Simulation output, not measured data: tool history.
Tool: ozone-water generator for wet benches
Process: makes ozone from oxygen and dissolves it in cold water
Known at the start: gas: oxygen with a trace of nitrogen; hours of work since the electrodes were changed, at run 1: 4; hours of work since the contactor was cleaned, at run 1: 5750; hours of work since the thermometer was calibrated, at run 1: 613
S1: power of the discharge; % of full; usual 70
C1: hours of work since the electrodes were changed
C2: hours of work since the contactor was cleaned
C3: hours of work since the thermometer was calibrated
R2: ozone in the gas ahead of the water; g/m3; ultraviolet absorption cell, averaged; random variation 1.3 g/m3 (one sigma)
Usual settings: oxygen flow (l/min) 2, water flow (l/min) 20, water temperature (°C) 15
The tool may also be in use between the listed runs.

{"run": 1, "hour": 0.0, "S1": 70, "oxygen flow (l/min)": 2, "water flow (l/min)": 20, "water temperature (°C)": 15, "C1": 4, "C2": 5750, "C3": 613, "dissolved ozone (ppm)": 13.7, "R2": 244.9}
{"run": 2, "hour": 47.4, "S1": 70, "oxygen flow (l/min)": 2, "water flow (l/min)": 20, "water temperature (°C)": 15, "C1": 36, "C2": 5781, "C3": 644, "dissolved ozone (ppm)": 13.6, "R2": 245}
{"run": 3, "hour": 107.7, "S1": 70, "oxygen flow (l/min)": 2, "water flow (l/min)": 20, "water temperature (°C)": 15, "C1": 75, "C2": 5821, "C3": 684, "dissolved ozone (ppm)": 13.9, "R2": 244.9}
{"run": 4, "hour": 179.8, "S1": 70, "oxygen flow (l/min)": 2, "water flow (l/min)": 20, "water temperature (°C)": 15, "C1": 123, "C2": 5868, "C3": 731, "dissolved ozone (ppm)": 13.9, "R2": 245.7}
{"run": 5, "hour": 217.6, "S1": 70, "oxygen flow (l/min)": 2, "water flow (l/min)": 20, "water temperature (°C)": 15, "C1": 148, "C2": 5893, "C3": 756, "dissolved ozone (ppm)": 13.9, "R2": 242.3}
{"run": 6, "hour": 300.5, "S1": 70, "oxygen flow (l/min)": 2, "water flow (l/min)": 20, "water temperature (°C)": 15, "C1": 203, "C2": 5948, "C3": 811, "dissolved ozone (ppm)": 13.9, "R2": 246.6}
{"run": 7, "hour": 383.1, "S1": 70, "oxygen flow (l/min)": 2, "water flow (l/min)": 20, "water temperature (°C)": 15, "C1": 257, "C2": 6002, "C3": 865, "dissolved ozone (ppm)": 13.9, "R2": 244.6}
{"run": 8, "hour": 449.6, "S1": 70, "oxygen flow (l/min)": 2, "water flow (l/min)": 20, "water temperature (°C)": 15, "C1": 301, "C2": 6046, "C3": 909, "dissolved ozone (ppm)": 13.7, "R2": 246.2}
{"run": 9, "hour": 505.0, "S1": 70, "oxygen flow (l/min)": 2, "water flow (l/min)": 17, "water temperature (°C)": 15, "C1": 337, "C2": 6083, "C3": 945, "dissolved ozone (ppm)": 16.2, "R2": 245.5}
{"run": 10, "hour": 562.0, "S1": 70, "oxygen flow (l/min)": 2, "water flow (l/min)": 17, "water temperature (°C)": 15, "C1": 375, "C2": 6120, "C3": 983, "dissolved ozone (ppm)": 16.3, "R2": 243.9}
{"run": 11, "hour": 600.9, "S1": 70, "oxygen flow (l/min)": 2, "water flow (l/min)": 17, "water temperature (°C)": 15, "C1": 400, "C2": 6146, "C3": 1009, "dissolved ozone (ppm)": 16.1, "R2": 245.9}
{"hour": 642.1, "done": "contactor cleaned"}
{"run": 12, "hour": 686.9, "S1": 70, "oxygen flow (l/min)": 2, "water flow (l/min)": 17, "water temperature (°C)": 15, "C1": 454, "C2": 30, "C3": 1063, "dissolved ozone (ppm)": 16.2, "R2": 244.9}
{"run": 13, "hour": 770.0, "S1": 70, "oxygen flow (l/min)": 2, "water flow (l/min)": 15, "water temperature (°C)": 15, "C1": 509, "C2": 84, "C3": 1117, "dissolved ozone (ppm)": 17.8, "R2": 246.6}
{"run": 14, "hour": 848.7, "S1": 70, "oxygen flow (l/min)": 3.25, "water flow (l/min)": 20, "water temperature (°C)": 15, "C1": 561, "C2": 136, "C3": 1169, "dissolved ozone (ppm)": 16.4, "R2": 205.6}
{"run": 15, "hour": 925.0, "S1": 55, "oxygen flow (l/min)": 3.25, "water flow (l/min)": 20, "water temperature (°C)": 14, "C1": 611, "C2": 186, "C3": 1220, "dissolved ozone (ppm)": 14.6, "R2": 180.4}
{"run": 16, "hour": 964.2, "S1": 55, "oxygen flow (l/min)": 3.25, "water flow (l/min)": 20, "water temperature (°C)": 14, "C1": 637, "C2": 212, "C3": 1245, "dissolved ozone (ppm)": 14.6, "R2": 181.1}
{"run": 17, "hour": 998.4, "S1": 55, "oxygen flow (l/min)": 3.25, "water flow (l/min)": 20, "water temperature (°C)": 14, "C1": 660, "C2": 235, "C3": 1268, "dissolved ozone (ppm)": 14.7, "R2": 182.6}
{"run": 18, "hour": 1079.0, "S1": 55, "oxygen flow (l/min)": 3.25, "water flow (l/min)": 20, "water temperature (°C)": 14, "C1": 713, "C2": 288, "C3": 1321, "dissolved ozone (ppm)": 14.7, "R2": 181.2}
{"run": 19, "hour": 1135.0, "S1": 70, "oxygen flow (l/min)": 2, "water flow (l/min)": 15, "water temperature (°C)": 22, "C1": 750, "C2": 325, "C3": 1358, "dissolved ozone (ppm)": 17, "R2": 247.5}
{"run": 20, "hour": 1197.6, "S1": 45, "oxygen flow (l/min)": 2, "water flow (l/min)": 16, "water temperature (°C)": 17, "C1": 791, "C2": 366, "C3": 1399, "dissolved ozone (ppm)": 13.2, "R2": 198.5}
{"run": 21, "hour": 1255.0, "S1": 45, "oxygen flow (l/min)": 2, "water flow (l/min)": 16, "water temperature (°C)": 17, "C1": 829, "C2": 404, "C3": 1437, "dissolved ozone (ppm)": 13.3, "R2": 199.7}
{"run": 22, "hour": 1313.2, "S1": 45, "oxygen flow (l/min)": 2, "water flow (l/min)": 16, "water temperature (°C)": 17, "C1": 867, "C2": 442, "C3": 1475, "dissolved ozone (ppm)": 13.2, "R2": 198.1}
{"run": 23, "hour": 1387.2, "S1": 45, "oxygen flow (l/min)": 2, "water flow (l/min)": 16, "water temperature (°C)": 17, "C1": 916, "C2": 491, "C3": 1524, "dissolved ozone (ppm)": 13.5, "R2": 197.7}
{"run": 24, "hour": 1442.2, "S1": 76, "oxygen flow (l/min)": 2, "water flow (l/min)": 20, "water temperature (°C)": 9, "C1": 952, "C2": 527, "C3": 1560, "dissolved ozone (ppm)": 15.1, "R2": 260.6}
{"run": 25, "hour": 1514.9, "S1": 41, "oxygen flow (l/min)": 1.04, "water flow (l/min)": 15, "water temperature (°C)": 12, "C1": 1000, "C2": 575, "C3": 1608, "dissolved ozone (ppm)": 10.6, "R2": 243.8}
{"run": 26, "hour": 1552.6, "S1": 49, "oxygen flow (l/min)": 2.68, "water flow (l/min)": 15, "water temperature (°C)": 13, "C1": 1025, "C2": 600, "C3": 1633, "dissolved ozone (ppm)": 16.7, "R2": 185.9}
{"run": 27, "hour": 1615.0, "S1": 70, "oxygen flow (l/min)": 2, "water flow (l/min)": 20, "water temperature (°C)": 17, "C1": 1066, "C2": 641, "C3": 1674, "dissolved ozone (ppm)": 13.4, "R2": 250.3}

3 ways to go on from here, each from the tool as it stands after run 27. What would each give?
{"hour": 1666.4, "done": "gauge calibrated"}
{"run": "A", "hour": 1691.7, "S1": 70, "oxygen flow (l/min)": 2, "water flow (l/min)": 28, "water temperature (°C)": 15, "C1": 1117, "C2": 692, "C3": 1725, "dissolved ozone (ppm)": "?", "R2": "?"}
{"hour": 1666.4, "done": "gauge calibrated"}
{"run": "B", "hour": 1691.7, "S1": 70, "oxygen flow (l/min)": 1.46, "water flow (l/min)": 31, "water temperature (°C)": 8, "C1": 1117, "C2": 692, "C3": 1725, "dissolved ozone (ppm)": "?", "R2": "?"}
{"hour": 1666.4, "done": "gauge calibrated"}
{"run": "C", "hour": 1691.7, "S1": 96, "oxygen flow (l/min)": 2, "water flow (l/min)": 17, "water temperature (°C)": 15, "C1": 1117, "C2": 692, "C3": 1725, "dissolved ozone (ppm)": "?", "R2": "?"}

run=A dissolved_ozone_(ppm)=9.7 R2=243
run=B dissolved_ozone_(ppm)=7.8 R2=272.7
run=C dissolved_ozone_(ppm)=19.3 R2=287
Without the tool's hidden state the same runs would have given:
run=A dissolved_ozone_(ppm)=9.7 R2=243
run=B dissolved_ozone_(ppm)=7.8 R2=272.6
run=C dissolved_ozone_(ppm)=19.3 R2=286.9

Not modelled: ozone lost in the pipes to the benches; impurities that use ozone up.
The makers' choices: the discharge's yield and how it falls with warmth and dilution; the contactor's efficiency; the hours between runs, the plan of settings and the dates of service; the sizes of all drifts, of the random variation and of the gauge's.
